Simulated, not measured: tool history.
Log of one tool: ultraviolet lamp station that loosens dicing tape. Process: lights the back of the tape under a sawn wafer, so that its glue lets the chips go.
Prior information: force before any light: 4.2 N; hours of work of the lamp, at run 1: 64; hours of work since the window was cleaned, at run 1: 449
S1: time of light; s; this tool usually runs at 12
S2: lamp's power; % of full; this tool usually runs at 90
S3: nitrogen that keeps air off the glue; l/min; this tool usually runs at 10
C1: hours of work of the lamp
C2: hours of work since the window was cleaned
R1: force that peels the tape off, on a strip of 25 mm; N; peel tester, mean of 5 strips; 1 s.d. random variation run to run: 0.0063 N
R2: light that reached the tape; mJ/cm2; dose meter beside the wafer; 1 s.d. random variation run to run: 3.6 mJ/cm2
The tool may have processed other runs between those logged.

Run 1, hour 0.0: usual settings; C1 64; C2 449. Result: R1 0.178 N, R2 604 mJ/cm2.
Run 2, hour 14.5: usual settings; C1 72; C2 457. Result: R1 0.197 N, R2 596 mJ/cm2.
Run 3, hour 31.8: usual settings; C1 82; C2 466. Result: R1 0.197 N, R2 607 mJ/cm2.
Run 4, hour 44.6: usual settings; C1 89; C2 474. Result: R1 0.200 N, R2 604 mJ/cm2.
Run 5, hour 57.9: usual settings; C1 96; C2 481. Result: R1 0.174 N, R2 598 mJ/cm2.
Run 6, hour 65.9: usual settings but S3 9 l/min; C1 101; C2 486. Result: R1 0.198 N, R2 599 mJ/cm2.
Run 7, hour 79.6: usual settings but S3 9 l/min; C1 109; C2 493. Result: R1 0.194 N, R2 605 mJ/cm2.
Run 8, hour 90.6: usual settings but S1 16 s, S3 9 l/min; C1 115; C2 499. Result: R1 0.163 N, R2 794 mJ/cm2.
Run 9, hour 103.3: usual settings but S2 83 % of full; C1 122; C2 506. Result: R1 0.208 N, R2 555 mJ/cm2.
Run 10, hour 112.1: usual settings; C1 127; C2 511. Result: R1 0.184 N, R2 604 mJ/cm2.
Run 11, hour 125.9: usual settings; C1 134; C2 519. Result: R1 0.191 N, R2 603 mJ/cm2.
Run 12, hour 133.7: usual settings but S3 8 l/min; C1 139; C2 523. Result: R1 0.207 N, R2 605 mJ/cm2.
Run 13, hour 150.2: usual settings but S3 8 l/min; C1 148; C2 533. Result: R1 0.195 N, R2 601 mJ/cm2.
Run 14, hour 162.3: usual settings but S3 8 l/min; C1 155; C2 539. Result: R1 0.205 N, R2 607 mJ/cm2.
Run 15, hour 179.7: usual settings but S2 97 % of full, S3 8 l/min; C1 165; C2 549. Result: R1 0.182 N, R2 652 mJ/cm2.
Run 16, hour 193.3: usual settings but S1 16 s, S2 93 % of full, S3 4 l/min; C1 172; C2 557. Result: R1 0.178 N, R2 838 mJ/cm2.
Run 17, hour 202.9: usual settings but S1 16 s, S2 93 % of full, S3 4 l/min; C1 178; C2 562. Result: R1 0.165 N, R2 829 mJ/cm2.
Run 18, hour 210.6: usual settings but S1 23 s, S2 93 % of full, S3 4 l/min; C1 182; C2 567. Result: R1 0.167 N, R2 1186 mJ/cm2.
Run 19, hour 219.4: usual settings but S1 23 s, S3 8 l/min; C1 187; C2 571. Result: R1 0.139 N, R2 1152 mJ/cm2.
Run 20, hour 233.1: usual settings but S1 23 s, S3 16 l/min; C1 194; C2 579. Result: R1 0.148 N, R2 1146 mJ/cm2.
Run 21, hour 251.2: usual settings but S1 6 s, S2 96 % of full, S3 16 l/min; C1 205; C2 589. Result: R1 0.406 N, R2 319 mJ/cm2.
Run 22, hour 261.2: usual settings but S1 6 s, S2 96 % of full, S3 16 l/min; C1 210; C2 595. Result: R1 0.404 N, R2 322 mJ/cm2.
Run 23, hour 278.7: usual settings but S1 16 s, S2 84 % of full, S3 9 l/min; C1 220; C2 605. Result: R1 0.168 N, R2 748 mJ/cm2.
Run 24, hour 293.4: usual settings but S1 15 s, S2 73 % of full, S3 9 l/min; C1 228; C2 613. Result: R1 0.188 N, R2 610 mJ/cm2.
Run 25, hour 305.4: usual settings but S1 15 s, S2 73 % of full, S3 9 l/min; C1 235; C2 620. Result: R1 0.196 N, R2 609 mJ/cm2.
Run 26, hour 317.0: usual settings but S2 100 % of full, S3 11 l/min; C1 241; C2 626. Result: R1 0.168 N, R2 673 mJ/cm2.
Run 27, hour 334.1: usual settings but S2 61 % of full, S3 11 l/min; C1 251; C2 636. Result: R1 0.317 N, R2 405 mJ/cm2.
Run 28, hour 344.8: usual settings but S2 84 % of full, S3 11 l/min; C1 257; C2 642. Result: R1 0.207 N, R2 560 mJ/cm2.
Run 29, hour 359.2: usual settings but S2 84 % of full, S3 11 l/min; C1 265; C2 650. Result: R1 0.197 N, R2 560 mJ/cm2.

Branching from run 29: 5 alternative next runs. What would each branch give?
Run A, hour 369.1: usual settings but S1 8 s, S2 84 % of full, S3 4 l/min; C1 271; C2 655. Result: R1 ?, R2 ?.
Run B, hour 369.1: usual settings but S1 14 s, S3 14 l/min; C1 271; C2 655. Result: R1 ?, R2 ?.
Run C, hour 369.1: usual settings but S1 6 s; C1 271; C2 655. Result: R1 ?, R2 ?.
Run D, hour 369.1: usual settings but S2 80 % of full, S3 11 l/min; C1 271; C2 655. Result: R1 ?, R2 ?.
Run E, hour 369.1: usual settings but S1 6 s, S3 4 l/min; C1 271; C2 655. Result: R1 ?, R2 ?.

run     R1   R2
  A  0.572  371
  B  0.159  700
  C  0.537  297
  D  0.215  535
  E  0.812  299
Without the tool's unlogged condition, the same runs would have read:
run     R1   R2
  A  0.570  371
  B  0.159  701
  C  0.535  298
  D  0.214  536
  E  0.809  300
